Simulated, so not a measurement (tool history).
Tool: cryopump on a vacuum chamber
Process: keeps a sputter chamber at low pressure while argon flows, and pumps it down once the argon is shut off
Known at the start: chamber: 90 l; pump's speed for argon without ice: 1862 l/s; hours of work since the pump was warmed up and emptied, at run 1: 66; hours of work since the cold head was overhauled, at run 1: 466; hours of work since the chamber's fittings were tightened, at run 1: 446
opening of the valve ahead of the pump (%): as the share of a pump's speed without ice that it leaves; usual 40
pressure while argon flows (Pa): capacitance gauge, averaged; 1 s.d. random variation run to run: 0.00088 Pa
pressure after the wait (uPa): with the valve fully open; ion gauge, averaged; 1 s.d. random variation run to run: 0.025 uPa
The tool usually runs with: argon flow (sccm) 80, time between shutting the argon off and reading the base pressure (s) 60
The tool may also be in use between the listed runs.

| run | hour | argon flow (sccm) | time between shutting the argon off and reading the base pressure (s) | opening of the valve ahead of the pump (%) | hours of work since the pump was warmed up and emptied | hours of work since the cold head was overhauled | hours of work since the chamber's fittings were tightened | pressure while argon flows (Pa) | pressure after the wait (uPa) |
|---|---|---|---|---|---|---|---|---|---|
| 1 | 0 | 80 | 60 | 40 | 66 | 466 | 446 | 0.1851 | 1.09 |
| 2 | 10.7 | 80 | 60 | 40 | 73 | 473 | 452 | 0.1878 | 1.15 |
| 3 | 28.8 | 80 | 60 | 40 | 84 | 484 | 463 | 0.1889 | 1.16 |
| 4 | 45.6 | 80 | 26 | 40 | 94 | 494 | 474 | 0.1881 | 2.18 |
| 5 | 59.9 | 80 | 26 | 40 | 103 | 503 | 482 | 0.1894 | 2.3 |
| 6 | 74.5 | 80 | 153 | 40 | 112 | 512 | 491 | 0.1902 | 0.58 |
| 7 | 92.5 | 80 | 153 | 40 | 123 | 523 | 502 | 0.1911 | 0.64 |
| 8 | 104.3 | 80 | 41 | 40 | 130 | 530 | 510 | 0.191 | 1.5 |
| 9 | 122.4 | 35 | 60 | 40 | 141 | 541 | 521 | 0.0842 | 1.16 |
| 10 | 140.4 | 35 | 60 | 40 | 152 | 552 | 532 | 0.084 | 1.16 |
| 11 | 155.2 | 79 | 60 | 19 | 161 | 561 | 541 | 0.3852 | 1.12 |
| 12 | 170.8 | 42 | 23 | 43 | 171 | 571 | 550 | 0.0956 | 2.5 |
| 13 | 182.9 | 61 | 28 | 58 | 178 | 578 | 558 | 0.106 | 2.13 |
| 14 | 198.8 | 61 | 28 | 58 | 188 | 588 | 568 | 0.1058 | 1.99 |
| 15 | 210 | 48 | 32 | 49 | 195 | 595 | 574 | 0.0978 | 1.88 |
| 16 | 226.9 | 80 | 60 | 41 | 205 | 605 | 585 | 0.1936 | 1.16 |
| 17 | 238.9 | 88 | 110 | 40 | 212 | 612 | 592 | 0.2199 | 0.8 |
| 18 | 254.1 | 48 | 80 | 36 | 222 | 622 | 601 | 0.131 | 1 |
| 19 | 267.7 | 48 | 51 | 36 | 230 | 630 | 610 | 0.1313 | 1.32 |
| 20 | 287.3 | 48 | 51 | 36 | 242 | 642 | 622 | 0.1313 | 1.35 |

Measured less the same run without the tool's hidden state. The same run-to-run variation is in both; the gauge's scatter may not be:
The tool's hidden condition here consists of: pump's speed, % of a pump's without ice; cold plate's temperature, K; leak into the chamber, uPa l/s; drift of the gauge itself on working_pa, %; drift of the gauge itself on base_upa, %.
| run | pressure while argon flows (Pa) | pressure after the wait (uPa) |
|---|---|---|
| 1 | +0.005 | +0.13 |
| 2 | +0.0055 | +0.13 |
| 3 | +0.0063 | +0.14 |
| 4 | +0.007 | +0.14 |
| 5 | +0.0077 | +0.16 |
| 6 | +0.0082 | +0.15 |
| 7 | +0.009 | +0.16 |
| 8 | +0.0096 | +0.15 |
| 9 | +0.0046 | +0.16 |
| 10 | +0.0049 | +0.17 |
| 11 | +0.0116 | +0.18 |
| 12 | +0.0066 | +0.18 |
| 13 | +0.0101 | +0.19 |
| 14 | +0.0107 | +0.18 |
| 15 | +0.0087 | +0.2 |
| 16 | +0.0154 | +0.2 |
| 17 | +0.0177 | +0.21 |
| 18 | +0.01 | +0.22 |
| 19 | +0.0106 | +0.22 |
| 20 | +0.0111 | +0.22 |
